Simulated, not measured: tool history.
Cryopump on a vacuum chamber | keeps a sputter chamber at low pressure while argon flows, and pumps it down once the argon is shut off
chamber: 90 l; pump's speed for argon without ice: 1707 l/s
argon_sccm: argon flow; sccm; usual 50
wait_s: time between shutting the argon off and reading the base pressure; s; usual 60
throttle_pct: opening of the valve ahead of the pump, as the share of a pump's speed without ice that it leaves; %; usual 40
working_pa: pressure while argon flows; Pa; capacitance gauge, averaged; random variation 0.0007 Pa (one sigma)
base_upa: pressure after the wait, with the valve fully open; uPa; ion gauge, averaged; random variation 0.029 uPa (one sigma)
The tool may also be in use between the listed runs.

run 1 hour=0 | argon_sccm=50 wait_s=60 throttle_pct=40 | working_pa=0.1357 base_upa=2.09
run 2 hour=47.3 | argon_sccm=50 wait_s=60 throttle_pct=40 | working_pa=0.1366 base_upa=2.18
run 3 hour=102.9 | argon_sccm=50 wait_s=60 throttle_pct=40 | working_pa=0.1378 base_upa=2.15
run 4 hour=182.9 | argon_sccm=50 wait_s=60 throttle_pct=40 | working_pa=0.1418 base_upa=2.22
run 5 hour=216 | argon_sccm=50 wait_s=60 throttle_pct=40 | working_pa=0.1405 base_upa=2.24
-- hour=250.4 pump warmed up, emptied and cooled again
run 6 hour=285.9 | argon_sccm=50 wait_s=60 throttle_pct=19 | working_pa=0.2592 base_upa=2.06
run 7 hour=346.4 | argon_sccm=50 wait_s=60 throttle_pct=19 | working_pa=0.263 base_upa=2.15
run 8 hour=417.9 | argon_sccm=50 wait_s=242 throttle_pct=19 | working_pa=0.2651 base_upa=1.18
run 9 hour=472.7 | argon_sccm=50 wait_s=167 throttle_pct=19 | working_pa=0.2634 base_upa=1.35
run 10 hour=508.4 | argon_sccm=50 wait_s=167 throttle_pct=19 | working_pa=0.268 base_upa=1.38
run 11 hour=543 | argon_sccm=50 wait_s=167 throttle_pct=19 | working_pa=0.2671 base_upa=1.38
run 12 hour=581.9 | argon_sccm=50 wait_s=167 throttle_pct=19 | working_pa=0.266 base_upa=1.42
run 13 hour=647.9 | argon_sccm=50 wait_s=167 throttle_pct=19 | working_pa=0.2697 base_upa=1.5
run 14 hour=685.6 | argon_sccm=26 wait_s=142 throttle_pct=24 | working_pa=0.1114 base_upa=1.57
run 15 hour=767.3 | argon_sccm=31 wait_s=60 throttle_pct=40 | working_pa=0.0821 base_upa=2.36
run 16 hour=812.7 | argon_sccm=26 wait_s=60 throttle_pct=56 | working_pa=0.0515 base_upa=2.37
run 17 hour=880.8 | argon_sccm=98 wait_s=60 throttle_pct=21 | working_pa=0.4838 base_upa=2.42
run 18 hour=956.1 | argon_sccm=98 wait_s=60 throttle_pct=21 | working_pa=0.4852 base_upa=2.46
run 19 hour=1005.6 | argon_sccm=50 wait_s=199 throttle_pct=16 | working_pa=0.3206 base_upa=1.73
run 20 hour=1044.7 | argon_sccm=50 wait_s=199 throttle_pct=16 | working_pa=0.3237 base_upa=1.66

Forecast each of these 5 alternatives for the next run:
run A hour=1095.3 | argon_sccm=25 wait_s=60 throttle_pct=27 | working_pa=? base_upa=?
run B hour=1095.3 | argon_sccm=31 wait_s=295 throttle_pct=32 | working_pa=? base_upa=?
run C hour=1095.3 | argon_sccm=50 wait_s=199 throttle_pct=15 | working_pa=? base_upa=?
run D hour=1095.3 | argon_sccm=50 wait_s=199 throttle_pct=55 | working_pa=? base_upa=?
run E hour=1095.3 | argon_sccm=24 wait_s=60 throttle_pct=40 | working_pa=? base_upa=?

run=A working_pa=0.0994 base_upa=2.54
run=B working_pa=0.1061 base_upa=1.58
run=C working_pa=0.347 base_upa=1.77
run=D working_pa=0.1066 base_upa=1.79
run=E working_pa=0.0675 base_upa=2.6
Without the tool's hidden state the same runs would have given:
run=A working_pa=0.0915 base_upa=1.39
run=B working_pa=0.0963 base_upa=0.43
run=C working_pa=0.3313 base_upa=0.59
run=D working_pa=0.0908 base_upa=0.58
run=E working_pa=0.0599 base_upa=1.43
